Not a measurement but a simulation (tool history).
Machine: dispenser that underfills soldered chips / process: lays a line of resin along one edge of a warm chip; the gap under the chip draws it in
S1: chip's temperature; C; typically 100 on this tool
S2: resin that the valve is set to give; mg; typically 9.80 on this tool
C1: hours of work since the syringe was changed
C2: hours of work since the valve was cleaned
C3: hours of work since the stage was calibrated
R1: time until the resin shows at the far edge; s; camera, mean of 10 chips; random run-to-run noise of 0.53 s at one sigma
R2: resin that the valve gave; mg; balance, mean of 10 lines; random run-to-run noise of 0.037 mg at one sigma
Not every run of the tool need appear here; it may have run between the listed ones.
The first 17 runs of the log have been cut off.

{"day": 4.746, "done": "new syringe of resin"}
{"run": 18, "day": 4.746, "S1": 103, "S2": 11.51, "C1": 0, "C2": 22, "C3": 306, "R1": 41.5, "R2": 11.34}
{"run": 19, "day": 5.104, "S1": 108, "S2": 10.95, "C1": 7, "C2": 29, "C3": 313, "R1": 48.6, "R2": 10.8}
{"day": 5.217, "done": "new syringe of resin"}
{"run": 20, "day": 5.404, "S1": 108, "S2": 10.95, "C1": 4, "C2": 35, "C3": 319, "R1": 42.0, "R2": 10.76}
{"day": 5.704, "done": "new syringe of resin"}
{"run": 21, "day": 5.804, "S1": 105, "S2": 10.36, "C1": 2, "C2": 42, "C3": 326, "R1": 42.9, "R2": 10.17}
{"day": 6.012, "done": "dispensing valve cleaned and set on the balance"}
{"run": 22, "day": 6.188, "S1": 105, "S2": 10.36, "C1": 8, "C2": 3, "C3": 333, "R1": 58.0, "R2": 10.31}
{"day": 6.212, "done": "new syringe of resin"}
{"run": 23, "day": 6.583, "S1": 91, "S2": 8.79, "C1": 7, "C2": 11, "C3": 340, "R1": 100.1, "R2": 8.8}
{"day": 6.704, "done": "new syringe of resin"}
{"run": 24, "day": 6.829, "S1": 94, "S2": 8.36, "C1": 2, "C2": 15, "C3": 345, "R1": 69.1, "R2": 8.3}
{"run": 25, "day": 7.033, "S1": 94, "S2": 8.36, "C1": 6, "C2": 19, "C3": 349, "R1": 83.4, "R2": 8.32}
{"day": 7.179, "done": "new syringe of resin"}
{"run": 26, "day": 7.3, "S1": 114, "S2": 11.82, "C1": 2, "C2": 24, "C3": 353, "R1": 31.8, "R2": 11.64}
{"run": 27, "day": 7.567, "S1": 109, "S2": 10.79, "C1": 7, "C2": 29, "C3": 359, "R1": 48.4, "R2": 10.63}
{"day": 7.671, "done": "new syringe of resin"}
{"run": 28, "day": 7.742, "S1": 100, "S2": 11.86, "C1": 1, "C2": 32, "C3": 362, "R1": 51.2, "R2": 11.65}
{"run": 29, "day": 8.071, "S1": 111, "S2": 9.92, "C1": 8, "C2": 39, "C3": 368, "R1": 45.1, "R2": 9.71}
{"day": 8.15, "done": "new syringe of resin"}
{"run": 30, "day": 8.375, "S1": 88, "S2": 10.35, "C1": 4, "C2": 44, "C3": 373, "R1": 96.7, "R2": 10.12}
{"day": 8.471, "done": "dispensing valve cleaned and set on the balance"}
{"run": 31, "day": 8.629, "S1": 100, "S2": 8.43, "C1": 8, "C2": 3, "C3": 378, "R1": 74.2, "R2": 8.41}
{"day": 8.667, "done": "new syringe of resin"}
{"run": 32, "day": 8.846, "S1": 93, "S2": 10.53, "C1": 3, "C2": 7, "C3": 382, "R1": 75.9, "R2": 10.47}
{"run": 33, "day": 9.042, "S1": 93, "S2": 10.53, "C1": 7, "C2": 11, "C3": 385, "R1": 90.9, "R2": 10.44}
{"day": 9.142, "done": "new syringe of resin"}
{"run": 34, "day": 9.275, "S1": 93, "S2": 10.53, "C1": 3, "C2": 15, "C3": 389, "R1": 72.3, "R2": 10.48}

Branching from run 34: 3 alternative next runs. What would each branch give?
{"run": "A", "day": 9.475, "S1": 107, "S2": 10.53, "C1": 6, "C2": 19, "C3": 393, "R1": "?", "R2": "?"}
{"run": "B", "day": 9.475, "S1": 107, "S2": 12.68, "C1": 6, "C2": 19, "C3": 393, "R1": "?", "R2": "?"}
{"run": "C", "day": 9.475, "S1": 87, "S2": 9.68, "C1": 6, "C2": 19, "C3": 393, "R1": "?", "R2": "?"}

run=A R1=50.5 R2=10.37
run=B R1=49.7 R2=12.51
run=C R1=112.3 R2=9.54
With the hidden condition removed and each run's random variation left untouched, the same runs would have given:
run=A R1=33.6 R2=10.47
run=B R1=32.9 R2=12.63
run=C R1=73.6 R2=9.64
